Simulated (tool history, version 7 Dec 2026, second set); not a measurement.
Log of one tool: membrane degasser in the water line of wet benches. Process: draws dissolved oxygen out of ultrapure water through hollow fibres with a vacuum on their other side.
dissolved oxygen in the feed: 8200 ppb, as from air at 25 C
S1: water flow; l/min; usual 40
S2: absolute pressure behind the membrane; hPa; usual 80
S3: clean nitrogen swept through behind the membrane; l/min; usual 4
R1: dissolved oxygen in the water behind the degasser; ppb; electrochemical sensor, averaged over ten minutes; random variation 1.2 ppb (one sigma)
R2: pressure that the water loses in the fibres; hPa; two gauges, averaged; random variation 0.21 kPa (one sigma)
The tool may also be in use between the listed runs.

run 1 hour=0 | S1=40 S2=80 S3=4 | R1=125.1 R2=521
run 2 hour=24.3 | S1=40 S2=80 S3=4 | R1=124.5 R2=518.9
run 3 hour=56 | S1=40 S2=80 S3=4 | R1=125.9 R2=520.9
run 4 hour=102.1 | S1=33 S2=80 S3=4 | R1=103.7 R2=430.9
run 5 hour=144.3 | S1=47 S2=80 S3=4 | R1=149.8 R2=608.9
run 6 hour=190.5 | S1=33 S2=80 S3=4 | R1=103.4 R2=432.3
run 7 hour=238.7 | S1=33 S2=80 S3=4 | R1=106.8 R2=427.9
run 8 hour=276 | S1=33 S2=80 S3=4 | R1=102.2 R2=434.2
run 9 hour=315.7 | S1=47 S2=80 S3=4 | R1=149.4 R2=610.8
run 10 hour=341.8 | S1=47 S2=80 S3=4 | R1=150.3 R2=616.7
run 11 hour=372 | S1=47 S2=80 S3=4 | R1=149.6 R2=615.7
run 12 hour=418.1 | S1=41 S2=199.1 S3=7.26 | R1=229.6 R2=537.1
run 13 hour=450.1 | S1=26 S2=65 S3=5.82 | R1=42.5 R2=340.5
run 14 hour=486.9 | S1=26 S2=65 S3=5.82 | R1=41.8 R2=343.1
run 15 hour=524.6 | S1=39 S2=61 S3=2.95 | R1=107.1 R2=514.2
run 16 hour=563.2 | S1=39 S2=61 S3=2.95 | R1=108.7 R2=509.7

The next listed run, before its measurement:
run 17 hour=604 | S1=39 S2=61 S3=2.95 | R1=? R2=?

Run 17 gave R1 106.1 ppb, R2 511.6 hPa.
Without the tool's hidden state the same run would have given R1 88.5 ppb, R2 498.7 hPa.
